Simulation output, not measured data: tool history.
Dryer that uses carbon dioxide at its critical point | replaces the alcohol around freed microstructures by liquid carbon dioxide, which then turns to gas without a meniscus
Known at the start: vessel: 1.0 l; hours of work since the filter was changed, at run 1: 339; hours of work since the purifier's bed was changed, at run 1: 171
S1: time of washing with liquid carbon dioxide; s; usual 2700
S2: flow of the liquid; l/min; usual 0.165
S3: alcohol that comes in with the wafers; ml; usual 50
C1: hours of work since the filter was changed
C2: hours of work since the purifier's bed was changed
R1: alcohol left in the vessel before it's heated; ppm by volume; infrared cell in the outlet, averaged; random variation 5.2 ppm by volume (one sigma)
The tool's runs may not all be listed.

{"run": 1, "hour": 0.0, "S1": 2700, "S2": 0.165, "S3": 50, "C1": 339, "C2": 171, "R1": 242}
{"run": 2, "hour": 11.1, "S1": 2700, "S2": 0.165, "S3": 50, "C1": 345, "C2": 177, "R1": 250}
{"run": 3, "hour": 22.0, "S1": 2700, "S2": 0.165, "S3": 50, "C1": 351, "C2": 183, "R1": 246}
{"run": 4, "hour": 30.8, "S1": 2700, "S2": 0.165, "S3": 50, "C1": 355, "C2": 188, "R1": 270}
{"run": 5, "hour": 39.8, "S1": 2700, "S2": 0.165, "S3": 50, "C1": 360, "C2": 193, "R1": 253}
{"run": 6, "hour": 47.9, "S1": 2700, "S2": 0.165, "S3": 50, "C1": 365, "C2": 197, "R1": 277}
{"run": 7, "hour": 57.2, "S1": 2700, "S2": 0.165, "S3": 50, "C1": 370, "C2": 202, "R1": 270}
{"run": 8, "hour": 66.8, "S1": 2700, "S2": 0.165, "S3": 50, "C1": 375, "C2": 207, "R1": 283}
{"run": 9, "hour": 76.3, "S1": 1920, "S2": 0.133, "S3": 21, "C1": 380, "C2": 212, "R1": 940}
{"run": 10, "hour": 80.9, "S1": 1920, "S2": 0.115, "S3": 22, "C1": 382, "C2": 215, "R1": 1561}
{"run": 11, "hour": 88.4, "S1": 2400, "S2": 0.25, "S3": 50, "C1": 386, "C2": 219, "R1": 105}
{"run": 12, "hour": 95.1, "S1": 1800, "S2": 0.113, "S3": 37, "C1": 390, "C2": 222, "R1": 3117}
{"hour": 100.3, "done": "inlet filter changed"}
{"run": 13, "hour": 101.3, "S1": 1740, "S2": 0.113, "S3": 20, "C1": 1, "C2": 225, "R1": 1321}
{"run": 14, "hour": 108.8, "S1": 2700, "S2": 0.165, "S3": 77, "C1": 5, "C2": 229, "R1": 198}
{"run": 15, "hour": 115.8, "S1": 4020, "S2": 0.165, "S3": 68, "C1": 8, "C2": 233, "R1": 86}

The next listed run, before its measurement:
{"run": 16, "hour": 124.1, "S1": 4020, "S2": 0.165, "S3": 68, "C1": 13, "C2": 238, "R1": "?"}

Run 16 gave R1 84 ppm by volume.
Without the tool's hidden state the same run would have given R1 8 ppm by volume.
